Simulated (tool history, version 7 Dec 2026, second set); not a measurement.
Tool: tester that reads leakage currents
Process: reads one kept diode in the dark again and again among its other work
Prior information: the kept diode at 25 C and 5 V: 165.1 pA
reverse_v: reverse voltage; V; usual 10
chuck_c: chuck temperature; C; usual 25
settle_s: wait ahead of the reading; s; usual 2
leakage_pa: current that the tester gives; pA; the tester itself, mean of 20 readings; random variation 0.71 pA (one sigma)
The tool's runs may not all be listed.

run,day,reverse_v,chuck_c,settle_s,leakage_pa
1,0,10,25,2,214.52
2,6.742,10,25,2,211.55
3,11.125,10,25,1.13,210.3
4,18.508,10,25,2,204.58
5,25.242,10,25,2,202.61
# day 26: chuck's temperature calibrated
6,31.033,8.8,25,2,224.38
7,34.492,8.8,25,2,223.25
8,42.029,10,25,0.7,237.16
9,49.312,10,25,0.7,232.29
10,54.088,10,25,0.7,230.64
11,59.329,10,58,2,2959.63
12,64.025,10,25,2,222.37
13,70.125,10,25,2,219.13
14,77.612,10,25,2,216.71
15,84.642,10,25,2,213.39
16,87.958,1.5,25,2,76.89
# day 88.646: chuck's temperature calibrated
17,91.354,1.5,25,2,89.84
18,95.471,1.5,25,2,88.42
19,100.654,10,25,2,238.95
20,105.008,15.1,22,8.08,231.08
21,108.496,15.1,22,8.08,229.14
22,112.071,15.1,22,0.9,232.37
23,118.917,3.4,22,0.9,100.14
24,122.025,3.4,22,0.9,99.48
25,127.775,10,25,9.47,224.83
26,130.958,10,31,2,366.29
27,135.496,3.9,46,0.39,723.26
28,141.721,1.3,46,0.39,401.56
# day 145.412: tester calibrated
29,145.838,14.8,46,0.39,1419.24
30,150.838,6.8,24,4.76,160.44
# day 151.579: chuck's temperature calibrated
31,154.917,6.8,24,4.76,190.96
32,160.054,14.5,49,9.13,1999.85
33,166.033,10,30,2,374.57
34,173.533,2.8,48,2,761.5
35,177.658,2.8,48,2,752.46
36,182.075,2.8,25,2,119.93
37,188.767,2.8,25,2,119.04
38,195.392,5.3,56,0.5,1807.03

Consider 3 possible next runs. They are alternatives, not a sequence: every one starts from the tool as it was left by run 38. What does each give?
A,198.512,1.5,23,2,?
B,198.512,10,31,2,?
C,198.512,9.4,22,2,?

run,leakage_pa
A,69.9
B,374.94
C,177.76
Take away the tool's hidden state, keep each run's random variation, and the runs would have read:
run,leakage_pa
A,75.32
B,396.17
C,176.72

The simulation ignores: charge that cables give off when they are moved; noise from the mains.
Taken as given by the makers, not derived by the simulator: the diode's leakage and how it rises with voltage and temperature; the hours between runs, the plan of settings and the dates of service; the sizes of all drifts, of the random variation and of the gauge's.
